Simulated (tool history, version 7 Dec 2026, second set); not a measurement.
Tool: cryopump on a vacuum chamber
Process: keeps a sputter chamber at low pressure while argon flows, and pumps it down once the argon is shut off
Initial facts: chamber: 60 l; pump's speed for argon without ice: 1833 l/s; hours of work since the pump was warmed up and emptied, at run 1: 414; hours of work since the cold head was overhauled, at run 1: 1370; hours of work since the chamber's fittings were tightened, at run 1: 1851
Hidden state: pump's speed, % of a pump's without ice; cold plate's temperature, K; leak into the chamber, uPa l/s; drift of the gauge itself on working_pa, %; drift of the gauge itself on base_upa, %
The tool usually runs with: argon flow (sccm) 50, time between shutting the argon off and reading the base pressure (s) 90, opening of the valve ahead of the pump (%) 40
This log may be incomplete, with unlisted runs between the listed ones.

| run | hour | argon flow (sccm) | time between shutting the argon off and reading the base pressure (s) | opening of the valve ahead of the pump (%) | hours of work since the pump was warmed up and emptied | hours of work since the cold head was overhauled | hours of work since the chamber's fittings were tightened | pressure while argon flows (Pa) | pressure after the wait (uPa) |
|---|---|---|---|---|---|---|---|---|---|
| 1 | 0 | 50 | 90 | 40 | 414 | 1370 | 1851 | 0.1217 | 1.32 |
| 2 | 63.9 | 50 | 90 | 19 | 444 | 1399 | 1881 | 0.2503 | 1.3 |
| 3 | 126.4 | 50 | 90 | 19 | 473 | 1429 | 1910 | 0.2512 | 1.35 |
| 4 | 198.3 | 50 | 90 | 19 | 507 | 1462 | 1944 | 0.2539 | 1.31 |
| 5 | 240.2 | 50 | 90 | 19 | 526 | 1482 | 1963 | 0.2524 | 1.34 |
| 6 | 299.7 | 50 | 90 | 40 | 554 | 1509 | 1991 | 0.1262 | 1.37 |
| 7 | 346.4 | 50 | 90 | 40 | 576 | 1531 | 2013 | 0.1276 | 1.4 |
| 8 | 435 | 50 | 90 | 16 | 617 | 1573 | 2054 | 0.3008 | 1.42 |
| 9 | 511.6 | 50 | 90 | 40 | 653 | 1608 | 2090 | 0.1292 | 1.41 |
| 10 | 549.4 | 50 | 110 | 40 | 671 | 1626 | 2108 | 0.1285 | 1.32 |
| 11 | 596.8 | 50 | 110 | 40 | 693 | 1648 | 2130 | 0.1296 | 1.35 |
| 12 | 648 | 81 | 62 | 42 | 717 | 1672 | 2154 | 0.2018 | 1.75 |
| 13 | 736 | 21 | 167 | 42 | 758 | 1713 | 2195 | 0.0522 | 1.21 |
| 14 | 816.9 | 21 | 167 | 42 | 795 | 1751 | 2233 | 0.0539 | 1.23 |
| 15 | 909.9 | 43 | 46 | 30 | 839 | 1794 | 2276 | 0.1483 | 2.21 |
| 16 | 970.6 | 50 | 24 | 40 | 867 | 1823 | 2304 | 0.1343 | 3.26 |
| 17 | 1055.9 | 50 | 24 | 59 | 907 | 1863 | 2344 | 0.0981 | 3.29 |
|  | 1106.3 | pump warmed up, emptied and cooled again |
| 18 | 1126.6 | 43 | 260 | 43 | 9 | 1893 | 2375 | 0.093 | 0.95 |
| 19 | 1173.1 | 67 | 81 | 40 | 31 | 1915 | 2397 | 0.1573 | 1.39 |

Alternative continuations, all from the tool just after run 19; predict every row:
| A | 1247.2 | 30 | 26 | 47 | 66 | 1950 | 2431 | ? | ? |
| B | 1247.2 | 47 | 36 | 42 | 66 | 1950 | 2431 | ? | ? |
| C | 1247.2 | 67 | 81 | 29 | 66 | 1950 | 2431 | ? | ? |

| run | pressure while argon flows (Pa) | pressure after the wait (uPa) |
|---|---|---|
| A | 0.0597 | 2.81 |
| B | 0.1059 | 2.24 |
| C | 0.2165 | 1.44 |
Without the tool's unlogged condition, the same runs would have read:
| run | pressure while argon flows (Pa) | pressure after the wait (uPa) |
|---|---|---|
| A | 0.0585 | 2.25 |
| B | 0.1041 | 1.68 |
| C | 0.214 | 0.87 |

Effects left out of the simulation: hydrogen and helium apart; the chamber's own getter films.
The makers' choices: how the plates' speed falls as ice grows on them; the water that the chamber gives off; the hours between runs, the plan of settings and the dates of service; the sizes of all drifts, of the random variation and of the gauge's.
